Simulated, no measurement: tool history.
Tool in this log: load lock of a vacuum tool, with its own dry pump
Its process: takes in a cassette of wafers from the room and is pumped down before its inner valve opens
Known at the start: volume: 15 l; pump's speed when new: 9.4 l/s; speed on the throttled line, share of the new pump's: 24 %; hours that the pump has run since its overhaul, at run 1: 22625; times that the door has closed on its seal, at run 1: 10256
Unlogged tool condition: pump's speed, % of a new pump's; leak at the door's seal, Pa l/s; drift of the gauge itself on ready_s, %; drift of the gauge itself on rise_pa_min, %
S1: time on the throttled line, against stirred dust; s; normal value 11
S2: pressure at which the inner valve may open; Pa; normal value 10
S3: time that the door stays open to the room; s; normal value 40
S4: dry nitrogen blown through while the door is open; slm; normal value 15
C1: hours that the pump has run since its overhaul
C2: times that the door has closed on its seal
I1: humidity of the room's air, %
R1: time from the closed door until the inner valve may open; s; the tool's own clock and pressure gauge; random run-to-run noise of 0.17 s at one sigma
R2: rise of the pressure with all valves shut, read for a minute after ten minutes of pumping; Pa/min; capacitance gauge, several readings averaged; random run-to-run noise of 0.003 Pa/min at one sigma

run 1 day=0 | S1=11 S2=10 S3=40 S4=15 | C1=22625 C2=10256 | I1=49.3 | R1=25 R2=0.103
run 2 day=11.517 | S1=11 S2=10 S3=40 S4=7 | C1=22901 C2=10696 | I1=47.7 | R1=25.8 R2=0.122
run 3 day=23.204 | S1=11 S2=10 S3=40 S4=7 | C1=23181 C2=11142 | I1=43.6 | R1=25.6 R2=0.119
run 4 day=30.012 | S1=11 S2=10 S3=40 S4=7 | C1=23345 C2=11402 | I1=43.2 | R1=25.7 R2=0.124
run 5 day=36.238 | S1=11 S2=10 S3=40 S4=7 | C1=23494 C2=11639 | I1=43.2 | R1=25.7 R2=0.119
-- day=47.783 dry pump taken out, an overhauled one fitted
run 6 day=48.171 | S1=11 S2=10 S3=40 S4=7 | C1=9 C2=12085 | I1=45.9 | R1=23.4 R2=0.133
run 7 day=58.488 | S1=11 S2=10 S3=40 S4=7 | C1=257 C2=12479 | I1=44.3 | R1=23.4 R2=0.124
run 8 day=70.604 | S1=11 S2=14 S3=40 S4=15 | C1=548 C2=12941 | I1=46.8 | R1=22.7 R2=0.114
run 9 day=81.579 | S1=11 S2=10 S3=40 S4=10 | C1=811 C2=13360 | I1=47 | R1=23.5 R2=0.128
run 10 day=88.825 | S1=11 S2=10 S3=40 S4=15 | C1=985 C2=13637 | I1=44.5 | R1=23.3 R2=0.117
run 11 day=97.992 | S1=11 S2=10 S3=40 S4=15 | C1=1205 C2=13987 | I1=45.3 | R1=23.2 R2=0.113
run 12 day=108.267 | S1=11 S2=10 S3=40 S4=15 | C1=1452 C2=14379 | I1=40.4 | R1=23.3 R2=0.118
run 13 day=120.325 | S1=11 S2=10 S3=40 S4=15 | C1=1741 C2=14839 | I1=41.3 | R1=23.7 R2=0.117
run 14 day=132.75 | S1=11 S2=10 S3=129 S4=15 | C1=2039 C2=15313 | I1=46.4 | R1=23.1 R2=0.149
run 15 day=142.038 | S1=11 S2=10 S3=129 S4=15 | C1=2262 C2=15668 | I1=44.3 | R1=23.1 R2=0.154
run 16 day=153.188 | S1=11 S2=10 S3=129 S4=15 | C1=2530 C2=16093 | I1=45.5 | R1=23.4 R2=0.153
run 17 day=159.679 | S1=11 S2=10 S3=40 S4=15 | C1=2685 C2=16341 | I1=46 | R1=23.5 R2=0.127
run 18 day=168.617 | S1=11 S2=10 S3=40 S4=15 | C1=2900 C2=16682 | I1=39.5 | R1=23.4 R2=0.131
run 19 day=179.95 | S1=11 S2=11 S3=40 S4=15 | C1=3172 C2=17115 | I1=43.8 | R1=23.3 R2=0.14
run 20 day=186.108 | S1=11 S2=11 S3=40 S4=15 | C1=3320 C2=17350 | I1=43.1 | R1=23.1 R2=0.134
run 21 day=195.425 | S1=11 S2=10 S3=31 S4=15 | C1=3543 C2=17705 | I1=43.7 | R1=23.6 R2=0.139
run 22 day=201.162 | S1=11 S2=9 S3=40 S4=15 | C1=3681 C2=17925 | I1=42.7 | R1=23.4 R2=0.139
run 23 day=206.55 | S1=11 S2=9 S3=40 S4=15 | C1=3810 C2=18130 | I1=44.4 | R1=23.7 R2=0.134
run 24 day=212.304 | S1=18 S2=10 S3=154 S4=33 | C1=3948 C2=18350 | I1=42.3 | R1=28.9 R2=0.136
run 25 day=218.825 | S1=18 S2=10 S3=154 S4=33 | C1=4105 C2=18599 | I1=45.3 | R1=28.9 R2=0.14
run 26 day=230.212 | S1=21 S2=10 S3=40 S4=38 | C1=4378 C2=19033 | I1=44.4 | R1=31.2 R2=0.129

Run 27 comes next. What will it give?
run 27 day=235.892 | S1=21 S2=10 S3=40 S4=38 | C1=4515 C2=19250 | I1=43.5 | R1=? R2=?

R1: 31.5 s
R2: 0.128 Pa/min
If the tool had no hidden condition, the same run with the same run-to-run variation would have returned R1 31.3 s, R2 0.034 Pa/min.
